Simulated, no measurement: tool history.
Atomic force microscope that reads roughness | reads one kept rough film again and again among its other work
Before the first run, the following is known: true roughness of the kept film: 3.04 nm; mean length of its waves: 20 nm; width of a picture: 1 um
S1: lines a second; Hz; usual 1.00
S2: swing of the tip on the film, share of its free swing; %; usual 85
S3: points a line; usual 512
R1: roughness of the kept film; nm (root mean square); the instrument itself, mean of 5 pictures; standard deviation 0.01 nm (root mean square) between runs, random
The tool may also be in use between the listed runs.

run	day	S1	S2	S3	R1
1	0.000	1.00	85	512	1.990
2	0.733	1.00	85	532	1.960
3	1.779	1.00	85	532	1.902
4	2.754	1.00	85	532	1.881
5	3.362	1.00	85	532	1.849
6	4.179	1.00	85	548	1.801
7	4.917	1.00	85	512	1.788
8	5.375	1.00	85	512	1.769
# day 5.629: new tip fitted
9	6.433	1.00	85	984	2.326
10	6.883	1.00	85	984	2.315
11	7.438	1.46	85	984	2.211
12	8.075	1.00	85	512	2.224
13	8.746	1.00	85	512	2.167
14	9.725	1.00	89	512	2.104
15	10.475	1.00	85	512	2.098
16	11.071	1.00	85	512	2.052
17	11.983	0.64	85	512	2.029
18	12.846	0.64	85	512	2.012
19	13.762	0.64	85	512	1.974
20	14.258	0.64	85	512	1.945
21	15.250	0.64	85	512	1.912
22	16.050	0.64	85	512	1.874
23	17.083	0.64	85	512	1.812
# day 17.608: new tip fitted
24	17.650	0.64	85	512	2.366
25	18.538	0.64	85	512	2.316
26	19.162	1.00	67	512	2.312
27	19.796	1.00	67	512	2.291
28	20.867	1.45	85	512	2.122
29	21.554	1.45	85	512	2.085
30	22.083	1.45	89	409	2.015
31	23.008	1.45	89	409	1.967
32	23.742	1.45	71	409	2.037
33	24.779	1.45	71	409	1.986
34	25.842	1.45	71	409	1.951
35	26.896	1.45	71	409	1.908
36	27.362	1.00	69	337	1.898
37	27.908	1.03	60	820	1.928
38	28.908	1.03	55	828	1.885
# day 29.608: new tip fitted
39	29.692	1.03	55	828	2.500
40	30.608	1.03	55	828	2.423
41	31.546	1.03	64	828	2.339
42	32.592	1.03	64	828	2.269
43	33.196	0.61	85	512	2.210
44	34.162	1.00	85	512	2.107
45	34.775	1.04	85	514	2.075
46	35.475	2.21	89	641	1.901
47	36.512	2.61	60	343	1.998
48	37.062	2.61	60	343	1.978
49	37.921	0.57	60	272	1.976
50	38.721	1.00	85	699	1.903
51	39.204	1.00	85	699	1.890
52	40.004	2.43	70	366	1.818
53	40.467	2.43	78	366	1.748

Below are 4 alternative next runs, each starting from the tool's condition after run 53. Predict each:
A	41.117	3.76	85	391	?
B	41.117	3.57	88	483	?
C	41.117	0.63	87	303	?
D	41.117	1.00	85	393	?

run	R1
A	1.569
B	1.568
C	1.796
D	1.790
Take away the tool's hidden state, keep each run's random variation, and the runs would have read:
run	R1
A	2.057
B	2.056
C	2.354
D	2.348
